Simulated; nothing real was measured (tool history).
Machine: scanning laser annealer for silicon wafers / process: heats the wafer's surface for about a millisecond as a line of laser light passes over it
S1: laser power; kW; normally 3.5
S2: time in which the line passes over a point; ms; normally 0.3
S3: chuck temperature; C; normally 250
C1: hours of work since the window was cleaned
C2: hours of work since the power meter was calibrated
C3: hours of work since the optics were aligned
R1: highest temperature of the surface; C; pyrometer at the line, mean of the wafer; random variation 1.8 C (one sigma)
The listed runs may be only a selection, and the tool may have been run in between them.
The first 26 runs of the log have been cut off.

run     day     S1     S2   S3   C1   C2   C3    R1
 27  15.525  3.382  0.233  240  147  507  598   861
 28  16.146  3.382  0.217  269  154  515  606   869
 29  16.638  3.031  0.365  289  161  521  612   972
 30  17.471  3.448  0.373  290  171  531  622  1071
 31  17.975  3.448  0.373  290  177  537  629  1069
 32  18.471  3.448  0.373  290  183  544  635  1068
 33  19.104  3.235  0.319  248  191  551  643   928
 34  19.617  3.235  0.319  248  198  558  649   926
 35  20.242  3.539  0.319  235  205  566  657   977
 36  20.879   3.11    0.3  271  213  574  665   907
 37  21.712  3.822  0.289  271  224  584  675  1037
 38  22.108  3.159    0.3  286  229  589  680   929
 39  22.954  3.159    0.3  286  239  599  691   932
 40  23.425  3.159    0.3  286  245  605  696   930
 41  23.896  3.159    0.3  214  251  611  702   857

3 options for the next run, each taken on its own from the tool as it stands now. Forecast them:
  A  24.646    3.5  0.261  250  260  620  712   ?
  B  24.646  3.053  0.377  281  260  620  712   ?
  C  24.646  3.076  0.246  214  260  620  712   ?

run   R1
  A  918
  B  970
  C  789
What these runs would have given with no unlogged condition in the tool:
run   R1
  A  936
  B  988
  C  804
